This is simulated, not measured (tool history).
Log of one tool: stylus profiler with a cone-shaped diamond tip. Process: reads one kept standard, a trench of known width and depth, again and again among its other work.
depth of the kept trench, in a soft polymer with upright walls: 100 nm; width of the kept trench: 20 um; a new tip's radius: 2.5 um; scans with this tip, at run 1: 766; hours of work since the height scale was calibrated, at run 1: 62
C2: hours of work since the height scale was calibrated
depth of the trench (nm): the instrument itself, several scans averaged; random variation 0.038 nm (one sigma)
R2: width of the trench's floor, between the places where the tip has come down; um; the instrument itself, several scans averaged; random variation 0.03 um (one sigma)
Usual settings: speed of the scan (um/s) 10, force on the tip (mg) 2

{"run": 1, "hour": 0.0, "speed of the scan (um/s)": 10, "force on the tip (mg)": 2, "scans with this tip": 766, "C2": 62, "depth of the trench (nm)": 100.95, "R2": 18.54}
{"run": 2, "hour": 11.7, "speed of the scan (um/s)": 10, "force on the tip (mg)": 2, "scans with this tip": 840, "C2": 68, "depth of the trench (nm)": 100.95, "R2": 18.57}
{"run": 3, "hour": 31.9, "speed of the scan (um/s)": 10, "force on the tip (mg)": 2, "scans with this tip": 970, "C2": 78, "depth of the trench (nm)": 100.99, "R2": 18.48}
{"run": 4, "hour": 47.6, "speed of the scan (um/s)": 10, "force on the tip (mg)": 1.72, "scans with this tip": 1070, "C2": 86, "depth of the trench (nm)": 100.81, "R2": 18.49}
{"run": 5, "hour": 61.2, "speed of the scan (um/s)": 31, "force on the tip (mg)": 2, "scans with this tip": 1158, "C2": 93, "depth of the trench (nm)": 100.94, "R2": 18.47}
{"run": 6, "hour": 83.1, "speed of the scan (um/s)": 10, "force on the tip (mg)": 1.95, "scans with this tip": 1297, "C2": 105, "depth of the trench (nm)": 100.93, "R2": 18.52}
{"run": 7, "hour": 103.8, "speed of the scan (um/s)": 2, "force on the tip (mg)": 2, "scans with this tip": 1430, "C2": 115, "depth of the trench (nm)": 100.96, "R2": 18.52}
{"run": 8, "hour": 129.5, "speed of the scan (um/s)": 2, "force on the tip (mg)": 2, "scans with this tip": 1594, "C2": 129, "depth of the trench (nm)": 100.99, "R2": 18.55}
{"run": 9, "hour": 146.0, "speed of the scan (um/s)": 2, "force on the tip (mg)": 2, "scans with this tip": 1699, "C2": 137, "depth of the trench (nm)": 100.94, "R2": 18.5}
{"run": 10, "hour": 158.6, "speed of the scan (um/s)": 2, "force on the tip (mg)": 2, "scans with this tip": 1780, "C2": 144, "depth of the trench (nm)": 100.92, "R2": 18.49}
{"hour": 161.2, "done": "height scale calibrated on a step standard"}
{"run": 11, "hour": 181.5, "speed of the scan (um/s)": 10, "force on the tip (mg)": 2.95, "scans with this tip": 1923, "C2": 10, "depth of the trench (nm)": 101.26, "R2": 18.47}
{"run": 12, "hour": 192.3, "speed of the scan (um/s)": 10, "force on the tip (mg)": 2.95, "scans with this tip": 1993, "C2": 16, "depth of the trench (nm)": 101.22, "R2": 18.53}
{"run": 13, "hour": 212.3, "speed of the scan (um/s)": 10, "force on the tip (mg)": 2.95, "scans with this tip": 2120, "C2": 26, "depth of the trench (nm)": 101.23, "R2": 18.46}
{"run": 14, "hour": 232.6, "speed of the scan (um/s)": 10, "force on the tip (mg)": 2.95, "scans with this tip": 2251, "C2": 37, "depth of the trench (nm)": 101.29, "R2": 18.48}
{"run": 15, "hour": 251.3, "speed of the scan (um/s)": 5, "force on the tip (mg)": 2.2, "scans with this tip": 2370, "C2": 46, "depth of the trench (nm)": 101.03, "R2": 18.45}
{"hour": 267.6, "done": "height scale calibrated on a step standard, once more"}
{"run": 16, "hour": 273.0, "speed of the scan (um/s)": 5, "force on the tip (mg)": 2.2, "scans with this tip": 2506, "C2": 3, "depth of the trench (nm)": 100.97, "R2": 18.46}
{"run": 17, "hour": 288.9, "speed of the scan (um/s)": 10, "force on the tip (mg)": 1.01, "scans with this tip": 2607, "C2": 11, "depth of the trench (nm)": 100.6, "R2": 18.47}
{"run": 18, "hour": 303.2, "speed of the scan (um/s)": 39, "force on the tip (mg)": 5.87, "scans with this tip": 2699, "C2": 18, "depth of the trench (nm)": 101.9, "R2": 18.44}
{"run": 19, "hour": 323.7, "speed of the scan (um/s)": 37, "force on the tip (mg)": 1.48, "scans with this tip": 2830, "C2": 29, "depth of the trench (nm)": 100.74, "R2": 18.36}
{"run": 20, "hour": 346.3, "speed of the scan (um/s)": 31, "force on the tip (mg)": 1.23, "scans with this tip": 2975, "C2": 41, "depth of the trench (nm)": 100.74, "R2": 18.35}
{"run": 21, "hour": 360.2, "speed of the scan (um/s)": 31, "force on the tip (mg)": 2.89, "scans with this tip": 3064, "C2": 48, "depth of the trench (nm)": 101.21, "R2": 18.44}
{"run": 22, "hour": 379.0, "speed of the scan (um/s)": 3, "force on the tip (mg)": 0.73, "scans with this tip": 3184, "C2": 57, "depth of the trench (nm)": 100.5, "R2": 18.45}
{"run": 23, "hour": 395.6, "speed of the scan (um/s)": 38, "force on the tip (mg)": 2, "scans with this tip": 3290, "C2": 66, "depth of the trench (nm)": 100.96, "R2": 18.35}
{"run": 24, "hour": 419.2, "speed of the scan (um/s)": 2, "force on the tip (mg)": 3.29, "scans with this tip": 3441, "C2": 78, "depth of the trench (nm)": 101.26, "R2": 18.46}
{"run": 25, "hour": 430.4, "speed of the scan (um/s)": 2, "force on the tip (mg)": 3.29, "scans with this tip": 3513, "C2": 84, "depth of the trench (nm)": 101.34, "R2": 18.42}
{"run": 26, "hour": 449.4, "speed of the scan (um/s)": 2, "force on the tip (mg)": 1.79, "scans with this tip": 3635, "C2": 94, "depth of the trench (nm)": 100.89, "R2": 18.48}
{"run": 27, "hour": 473.7, "speed of the scan (um/s)": 2, "force on the tip (mg)": 1.4, "scans with this tip": 3790, "C2": 106, "depth of the trench (nm)": 100.81, "R2": 18.37}
{"run": 28, "hour": 490.8, "speed of the scan (um/s)": 2, "force on the tip (mg)": 0.84, "scans with this tip": 3899, "C2": 115, "depth of the trench (nm)": 100.55, "R2": 18.43}

5 ways to go on from here, each from the tool as it stands after run 28. What would each give?
{"run": "A", "hour": 515.1, "speed of the scan (um/s)": 16, "force on the tip (mg)": 2, "scans with this tip": 4054, "C2": 128, "depth of the trench (nm)": "?", "R2": "?"}
{"run": "B", "hour": 515.1, "speed of the scan (um/s)": 3, "force on the tip (mg)": 0.84, "scans with this tip": 4054, "C2": 128, "depth of the trench (nm)": "?", "R2": "?"}
{"run": "C", "hour": 515.1, "speed of the scan (um/s)": 38, "force on the tip (mg)": 0.84, "scans with this tip": 4054, "C2": 128, "depth of the trench (nm)": "?", "R2": "?"}
{"run": "D", "hour": 515.1, "speed of the scan (um/s)": 2, "force on the tip (mg)": 3.45, "scans with this tip": 4054, "C2": 128, "depth of the trench (nm)": "?", "R2": "?"}
{"run": "E", "hour": 515.1, "speed of the scan (um/s)": 22, "force on the tip (mg)": 1.9, "scans with this tip": 4054, "C2": 128, "depth of the trench (nm)": "?", "R2": "?"}

run=A depth_of_the_trench_(nm)=100.93 R2=18.33
run=B depth_of_the_trench_(nm)=100.62 R2=18.41
run=C depth_of_the_trench_(nm)=100.53 R2=18.24
run=D depth_of_the_trench_(nm)=101.44 R2=18.48
run=E depth_of_the_trench_(nm)=100.95 R2=18.41
Without the tool's hidden state the same runs would have given:
run=A depth_of_the_trench_(nm)=100.85 R2=18.51
run=B depth_of_the_trench_(nm)=100.54 R2=18.58
run=C depth_of_the_trench_(nm)=100.45 R2=18.41
run=D depth_of_the_trench_(nm)=101.37 R2=18.65
run=E depth_of_the_trench_(nm)=100.87 R2=18.58

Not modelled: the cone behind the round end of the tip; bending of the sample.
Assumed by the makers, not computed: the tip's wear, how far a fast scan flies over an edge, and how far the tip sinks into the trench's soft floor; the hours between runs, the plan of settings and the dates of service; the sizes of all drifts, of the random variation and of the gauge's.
